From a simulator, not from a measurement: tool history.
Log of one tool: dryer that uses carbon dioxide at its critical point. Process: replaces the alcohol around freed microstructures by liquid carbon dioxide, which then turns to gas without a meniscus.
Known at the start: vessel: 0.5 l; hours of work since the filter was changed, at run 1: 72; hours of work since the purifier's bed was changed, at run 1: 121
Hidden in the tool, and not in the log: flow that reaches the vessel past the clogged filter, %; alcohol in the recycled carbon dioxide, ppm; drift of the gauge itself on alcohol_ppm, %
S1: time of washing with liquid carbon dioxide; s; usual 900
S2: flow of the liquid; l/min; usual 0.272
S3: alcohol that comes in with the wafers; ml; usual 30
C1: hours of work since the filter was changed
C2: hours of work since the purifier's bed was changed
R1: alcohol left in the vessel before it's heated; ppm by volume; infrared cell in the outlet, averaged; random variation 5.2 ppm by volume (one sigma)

run 1 day=0 | S1=900 S2=0.272 S3=30 | C1=72 C2=121 | R1=138
run 2 day=0.862 | S1=900 S2=0.272 S3=30 | C1=87 C2=135 | R1=150
run 3 day=1.358 | S1=900 S2=0.272 S3=114 | C1=95 C2=143 | R1=536
run 4 day=2.288 | S1=900 S2=0.272 S3=28 | C1=110 C2=159 | R1=159
run 5 day=2.933 | S1=900 S2=0.272 S3=30 | C1=121 C2=169 | R1=167
run 6 day=3.575 | S1=900 S2=0.272 S3=30 | C1=132 C2=180 | R1=172
run 7 day=4.254 | S1=900 S2=0.272 S3=30 | C1=143 C2=191 | R1=186
run 8 day=4.742 | S1=960 S2=0.272 S3=30 | C1=151 C2=199 | R1=128
run 9 day=5.733 | S1=900 S2=0.272 S3=30 | C1=167 C2=216 | R1=193
-- day=6.329 inlet filter changed
run 10 day=6.692 | S1=900 S2=0.272 S3=30 | C1=6 C2=231 | R1=111
run 11 day=7.271 | S1=900 S2=0.272 S3=30 | C1=16 C2=240 | R1=111
run 12 day=7.733 | S1=840 S2=0.272 S3=30 | C1=23 C2=248 | R1=177
run 13 day=8.483 | S1=840 S2=0.272 S3=30 | C1=36 C2=260 | R1=168
run 14 day=9.204 | S1=840 S2=0.272 S3=30 | C1=48 C2=272 | R1=184
run 15 day=9.929 | S1=900 S2=0.272 S3=27 | C1=60 C2=284 | R1=118
run 16 day=10.442 | S1=960 S2=0.397 S3=30 | C1=68 C2=293 | R1=18
run 17 day=11.017 | S1=600 S2=0.397 S3=48 | C1=78 C2=302 | R1=252
run 18 day=11.729 | S1=660 S2=0.2 S3=40 | C1=89 C2=314 | R1=2825
run 19 day=12.212 | S1=900 S2=0.461 S3=52 | C1=97 C2=322 | R1=18
run 20 day=13.171 | S1=1320 S2=0.272 S3=30 | C1=113 C2=338 | R1=29

The next listed run, before its measurement:
run 21 day=13.938 | S1=1140 S2=0.384 S3=114 | C1=126 C2=351 | R1=?

{"run 21": {"R1": 25}}
Without the tool's hidden state the same run would have given R1 9 ppm by volume.
